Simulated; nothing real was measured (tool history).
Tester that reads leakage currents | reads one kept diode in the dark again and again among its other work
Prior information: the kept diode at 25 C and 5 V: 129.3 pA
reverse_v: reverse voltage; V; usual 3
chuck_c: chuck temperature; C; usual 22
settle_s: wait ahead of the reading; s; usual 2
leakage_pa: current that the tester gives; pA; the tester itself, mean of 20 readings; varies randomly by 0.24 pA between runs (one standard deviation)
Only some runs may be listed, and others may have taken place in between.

| run | hour | reverse_v | chuck_c | settle_s | leakage_pa |
|---|---|---|---|---|---|
| 1 | 0 | 3 | 22 | 2 | 83.87 |
| 2 | 140.3 | 3 | 22 | 2 | 82.5 |
| 3 | 366.7 | 3 | 22 | 5.63 | 81.46 |
| 4 | 471.1 | 3 | 22 | 5.63 | 81.07 |
| 5 | 681.9 | 3 | 22 | 5.63 | 79.5 |
| 6 | 839.4 | 3 | 22 | 5.63 | 78.59 |
| 7 | 978.7 | 3.12 | 22 | 2 | 79.34 |
| 8 | 1129 | 3 | 24 | 2 | 90.12 |
| 9 | 1341 | 3 | 24 | 2 | 89.67 |
| 10 | 1537.3 | 3 | 22 | 2 | 74.86 |
|  | 1649.7 | chuck's temperature calibrated |
| 11 | 1761.6 | 3 | 22 | 2 | 85.66 |
| 12 | 1912.1 | 3 | 22 | 2 | 84.89 |
| 13 | 2071.7 | 3 | 22 | 2 | 83.62 |
| 14 | 2172.6 | 9.21 | 22 | 2 | 147.78 |
| 15 | 2310.3 | 9.21 | 22 | 2 | 145.97 |
| 16 | 2452.5 | 3 | 22 | 2 | 81.23 |
| 17 | 2665.5 | 3 | 22 | 2 | 79.05 |
| 18 | 2771.2 | 3 | 22 | 2 | 79.97 |
| 19 | 2897.3 | 3 | 22 | 2 | 78.72 |
|  | 2974.2 | probe card cleaned and baked |
| 20 | 3049 | 3 | 22 | 2 | 68.83 |
| 21 | 3237.1 | 7.17 | 24 | 0.5 | 120.79 |
|  | 3300.9 | chuck's temperature calibrated |
| 22 | 3403.4 | 3 | 22 | 2 | 79.57 |
| 23 | 3530.2 | 5.53 | 20 | 9.38 | 86.67 |
| 24 | 3653.8 | 3 | 23 | 0.42 | 85.47 |
| 25 | 3900.7 | 1.67 | 59 | 2 | 1028.77 |
| 26 | 4122.6 | 4.93 | 26 | 2 | 132.99 |
| 27 | 4360.8 | 18.61 | 26 | 4.45 | 242.29 |
| 28 | 4501.3 | 3.38 | 42 | 0.31 | 392.55 |
| 29 | 4729.4 | 3.38 | 42 | 0.31 | 381.96 |
| 30 | 4830.5 | 3.38 | 37 | 3.95 | 256.8 |
|  | 4942 | chuck's temperature calibrated |
| 31 | 4969.8 | 3.38 | 44 | 2.48 | 505.11 |
| 32 | 5155.9 | 3.38 | 44 | 2.48 | 496.32 |
|  | 5178.8 | tester calibrated |
| 33 | 5366.2 | 3 | 51 | 2 | 765.84 |
| 34 | 5509.3 | 7.24 | 25 | 7.59 | 152.68 |
| 35 | 5614.8 | 1.13 | 21 | 7.59 | 45.27 |
| 36 | 5746.7 | 1.13 | 36 | 6.85 | 153.7 |
| 37 | 5887 | 7.29 | 20 | 0.41 | 101.14 |
| 38 | 6125.9 | 7.29 | 20 | 0.41 | 99.79 |

4 options for the next run, each taken on its own from the tool as it stands now. Forecast them:
| A | 6286 | 7.29 | 20 | 0.57 | ? |
| B | 6286 | 7.29 | 20 | 5.88 | ? |
| C | 6286 | 2.47 | 33 | 4.27 | ? |
| D | 6286 | 3 | 22 | 1.16 | ? |

| run | leakage_pa |
|---|---|
| A | 99.51 |
| B | 98.16 |
| C | 163.55 |
| D | 73.79 |
Without the tool's hidden state the same runs would have given:
| run | leakage_pa |
|---|---|
| A | 100.42 |
| B | 99.06 |
| C | 183.31 |
| D | 79.58 |

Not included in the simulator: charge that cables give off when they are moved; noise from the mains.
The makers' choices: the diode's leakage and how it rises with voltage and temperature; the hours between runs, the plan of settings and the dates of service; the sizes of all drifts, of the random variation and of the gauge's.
